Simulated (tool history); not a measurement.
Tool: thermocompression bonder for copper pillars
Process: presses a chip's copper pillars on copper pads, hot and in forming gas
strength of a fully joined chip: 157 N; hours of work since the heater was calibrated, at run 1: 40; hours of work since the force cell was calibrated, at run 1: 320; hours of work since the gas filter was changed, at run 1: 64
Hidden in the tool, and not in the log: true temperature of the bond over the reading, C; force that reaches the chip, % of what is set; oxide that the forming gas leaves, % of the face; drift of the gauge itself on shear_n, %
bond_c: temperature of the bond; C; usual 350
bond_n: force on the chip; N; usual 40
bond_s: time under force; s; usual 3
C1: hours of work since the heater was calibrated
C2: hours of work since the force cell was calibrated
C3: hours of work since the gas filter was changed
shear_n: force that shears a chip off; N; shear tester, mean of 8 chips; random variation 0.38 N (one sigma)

run 1 hour=0 | bond_c=350 bond_n=40 bond_s=3 | C1=40 C2=320 C3=64 | shear_n=57.3
run 2 hour=9.1 | bond_c=350 bond_n=40 bond_s=3 | C1=45 C2=324 C3=69 | shear_n=56.6
run 3 hour=24.1 | bond_c=350 bond_n=40 bond_s=3 | C1=53 C2=332 C3=76 | shear_n=56.7
run 4 hour=37.2 | bond_c=350 bond_n=40 bond_s=3 | C1=60 C2=339 C3=83 | shear_n=56.6
run 5 hour=51.5 | bond_c=350 bond_n=40 bond_s=3 | C1=68 C2=347 C3=91 | shear_n=56.3
run 6 hour=62.8 | bond_c=350 bond_n=40 bond_s=3 | C1=74 C2=353 C3=97 | shear_n=57
run 7 hour=70.6 | bond_c=324 bond_n=25 bond_s=3 | C1=78 C2=357 C3=101 | shear_n=27.8
run 8 hour=86.6 | bond_c=373 bond_n=53 bond_s=3 | C1=86 C2=365 C3=109 | shear_n=86.2
run 9 hour=93.5 | bond_c=373 bond_n=53 bond_s=3 | C1=90 C2=369 C3=113 | shear_n=85.5
run 10 hour=100.8 | bond_c=350 bond_n=36 bond_s=5 | C1=94 C2=373 C3=117 | shear_n=64.1
run 11 hour=108.1 | bond_c=338 bond_n=40 bond_s=6 | C1=98 C2=377 C3=121 | shear_n=62.9
run 12 hour=115.7 | bond_c=357 bond_n=40 bond_s=3 | C1=102 C2=381 C3=125 | shear_n=60.1

The same runs without the tool's hidden state, with the same run-to-run variation:
run=1 shear_n=58.1
run=2 shear_n=57.4
run=3 shear_n=57.6
run=4 shear_n=57.5
run=5 shear_n=57.4
run=6 shear_n=58.2
run=7 shear_n=28.3
run=8 shear_n=88.7
run=9 shear_n=88.1
run=10 shear_n=65.9
run=11 shear_n=64.6
run=12 shear_n=61.9
